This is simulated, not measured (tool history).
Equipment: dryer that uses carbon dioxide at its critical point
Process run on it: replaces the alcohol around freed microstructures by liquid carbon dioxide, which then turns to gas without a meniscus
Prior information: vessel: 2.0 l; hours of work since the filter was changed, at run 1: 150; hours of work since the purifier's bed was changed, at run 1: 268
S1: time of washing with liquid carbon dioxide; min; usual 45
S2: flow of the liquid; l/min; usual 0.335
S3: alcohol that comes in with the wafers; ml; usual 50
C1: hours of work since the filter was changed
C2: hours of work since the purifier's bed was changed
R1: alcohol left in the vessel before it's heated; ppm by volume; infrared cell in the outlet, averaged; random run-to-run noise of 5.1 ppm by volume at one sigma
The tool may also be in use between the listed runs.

Run 1, hour 0.0: usual settings; C1 150; C2 268. Result: R1 168 ppm by volume.
Run 2, hour 17.4: usual settings but S3 23 ml; C1 155; C2 273. Result: R1 120 ppm by volume.
Run 3, hour 39.4: usual settings but S2 0.217 l/min; C1 162; C2 280. Result: R1 764 ppm by volume.
Run 4, hour 61.1: usual settings but S2 0.217 l/min; C1 169; C2 287. Result: R1 763 ppm by volume.
Run 5, hour 83.4: usual settings but S2 0.217 l/min; C1 176; C2 294. Result: R1 798 ppm by volume.
Run 6, hour 102.4: usual settings but S2 0.217 l/min; C1 182; C2 299. Result: R1 822 ppm by volume.
Run 7, hour 131.7: usual settings but S2 0.217 l/min; C1 191; C2 309. Result: R1 821 ppm by volume.
Run 8, hour 145.4: usual settings but S2 0.217 l/min; C1 195; C2 313. Result: R1 815 ppm by volume.
Run 9, hour 174.4: usual settings but S2 0.217 l/min; C1 204; C2 322. Result: R1 849 ppm by volume.
Run 10, hour 205.0: usual settings but S2 0.217 l/min; C1 213; C2 331. Result: R1 890 ppm by volume.
Run 11, hour 237.5: usual settings but S2 0.409 l/min; C1 223; C2 341. Result: R1 131 ppm by volume.
Run 12, hour 268.9: usual settings but S2 0.409 l/min; C1 233; C2 351. Result: R1 146 ppm by volume.
Run 13, hour 291.3: usual settings but S2 0.409 l/min; C1 240; C2 358. Result: R1 147 ppm by volume.
At hour 300.8: inlet filter changed.
Run 14, hour 306.3: usual settings but S2 0.436 l/min; C1 2; C2 362. Result: R1 110 ppm by volume.
Run 15, hour 324.6: usual settings but S1 37 min, S2 0.510 l/min, S3 67 ml; C1 7; C2 368. Result: R1 115 ppm by volume.
Run 16, hour 355.0: usual settings but S2 0.561 l/min, S3 110 ml; C1 17; C2 377. Result: R1 115 ppm by volume.
Run 17, hour 375.9: usual settings but S2 0.435 l/min, S3 63 ml; C1 23; C2 384. Result: R1 116 ppm by volume.
Run 18, hour 401.6: usual settings but S2 0.425 l/min, S3 27 ml; C1 31; C2 392. Result: R1 125 ppm by volume.
Run 19, hour 431.3: usual settings but S2 0.425 l/min, S3 27 ml; C1 40; C2 401. Result: R1 105 ppm by volume.
Run 20, hour 454.2: usual settings but S2 0.292 l/min, S3 34 ml; C1 48; C2 408. Result: R1 208 ppm by volume.
Run 21, hour 479.9: usual settings but S1 34 min, S2 0.233 l/min, S3 34 ml; C1 56; C2 416. Result: R1 878 ppm by volume.

Each row is a separate what-if for the run after 21, all from the same tool condition, not one after another. Results?
Run A, hour 509.3: usual settings but S1 31 min, S2 0.342 l/min; C1 65; C2 425. Result: R1 ?.
Run B, hour 509.3: usual settings but S1 40 min, S2 0.552 l/min, S3 92 ml; C1 65; C2 425. Result: R1 ?.
Run C, hour 509.3: usual settings but S1 59 min, S2 0.418 l/min, S3 51 ml; C1 65; C2 425. Result: R1 ?.
Run D, hour 509.3: usual settings but S1 61 min, S2 0.459 l/min, S3 105 ml; C1 65; C2 425. Result: R1 ?.
Run E, hour 509.3: usual settings but S1 44 min, S2 0.464 l/min, S3 46 ml; C1 65; C2 425. Result: R1 ?.

run   R1
  A  548
  B  134
  C  112
  D  123
  E  127
Take away the tool's hidden state, keep each run's random variation, and the runs would have read:
run   R1
  A  356
  B   17
  C    0
  D    7
  E   10
